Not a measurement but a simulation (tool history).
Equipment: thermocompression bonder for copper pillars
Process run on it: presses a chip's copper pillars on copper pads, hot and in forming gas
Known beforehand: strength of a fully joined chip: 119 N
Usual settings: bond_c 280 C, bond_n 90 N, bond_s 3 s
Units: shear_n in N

| run | hour | bond_c | bond_n | bond_s | shear_n |
|---|---|---|---|---|---|
| 1 | 0.0 | 280 | 90 | 3 | 61.6 |
| 2 | 5.7 | 280 | 90 | 3 | 60.5 |
| 3 | 17.9 | 280 | 90 | 3 | 59.8 |
| 4 | 26.3 | 280 | 112 | 3 | 67.4 |
|  | 30.0 | forming gas filter changed |
| 5 | 38.5 | 280 | 90 | 3 | 63.8 |
| 6 | 46.3 | 280 | 90 | 3 | 64.1 |
| 7 | 58.4 | 280 | 90 | 3 | 64.6 |
| 8 | 70.5 | 280 | 90 | 3 | 64.3 |
| 9 | 79.5 | 280 | 90 | 3 | 62.6 |
| 10 | 86.0 | 280 | 90 | 3 | 63.2 |
| 11 | 92.6 | 280 | 90 | 3 | 63.7 |
| 12 | 104.5 | 280 | 90 | 3 | 63.9 |
| 13 | 115.7 | 280 | 90 | 3 | 61.4 |
| 14 | 121.3 | 280 | 90 | 3 | 62.2 |
| 15 | 126.7 | 280 | 90 | 3 | 63.4 |
| 16 | 138.8 | 280 | 74 | 3 | 55.3 |
| 17 | 147.6 | 280 | 74 | 3 | 54.7 |
| 18 | 159.7 | 280 | 74 | 3 | 55.9 |
| 19 | 167.4 | 280 | 74 | 3 | 55.6 |
| 20 | 179.9 | 303 | 74 | 3 | 66.0 |
| 21 | 188.6 | 277 | 70 | 2 | 43.2 |
| 22 | 195.4 | 277 | 70 | 2 | 43.8 |
| 23 | 204.2 | 275 | 90 | 8 | 80.8 |
| 24 | 213.0 | 263 | 90 | 8 | 73.2 |
| 25 | 219.3 | 263 | 90 | 8 | 72.8 |
| 26 | 228.9 | 263 | 90 | 8 | 73.4 |
| 27 | 240.1 | 296 | 134 | 2 | 75.9 |
| 28 | 251.9 | 296 | 134 | 2 | 75.9 |
| 29 | 263.7 | 254 | 71 | 3 | 40.1 |
| 30 | 274.5 | 255 | 71 | 2 | 34.4 |
| 31 | 279.9 | 255 | 71 | 2 | 35.3 |
| 32 | 291.9 | 255 | 71 | 3 | 40.7 |
| 33 | 300.7 | 254 | 112 | 4 | 60.6 |
| 34 | 307.9 | 269 | 134 | 3 | 69.1 |
| 35 | 313.7 | 260 | 92 | 3 | 50.9 |
| 36 | 319.6 | 252 | 102 | 2 | 43.4 |
| 37 | 331.5 | 297 | 114 | 3 | 76.4 |
| 38 | 342.5 | 297 | 114 | 3 | 78.3 |
| 39 | 350.8 | 270 | 102 | 2 | 50.0 |
| 40 | 357.5 | 270 | 102 | 2 | 51.5 |

Alternative continuations, all from the tool just after run 40; predict every row:
| A | 365.4 | 301 | 73 | 6 | ? |
| B | 365.4 | 256 | 63 | 2 | ? |
| C | 365.4 | 268 | 57 | 3 | ? |
| D | 365.4 | 301 | 57 | 2 | ? |

| run | shear_n |
|---|---|
| A | 74.5 |
| B | 31.1 |
| C | 39.0 |
| D | 45.0 |
Had the tool no hidden state, the same runs would have come out as:
| run | shear_n |
|---|---|
| A | 83.1 |
| B | 36.3 |
| C | 45.1 |
| D | 51.5 |

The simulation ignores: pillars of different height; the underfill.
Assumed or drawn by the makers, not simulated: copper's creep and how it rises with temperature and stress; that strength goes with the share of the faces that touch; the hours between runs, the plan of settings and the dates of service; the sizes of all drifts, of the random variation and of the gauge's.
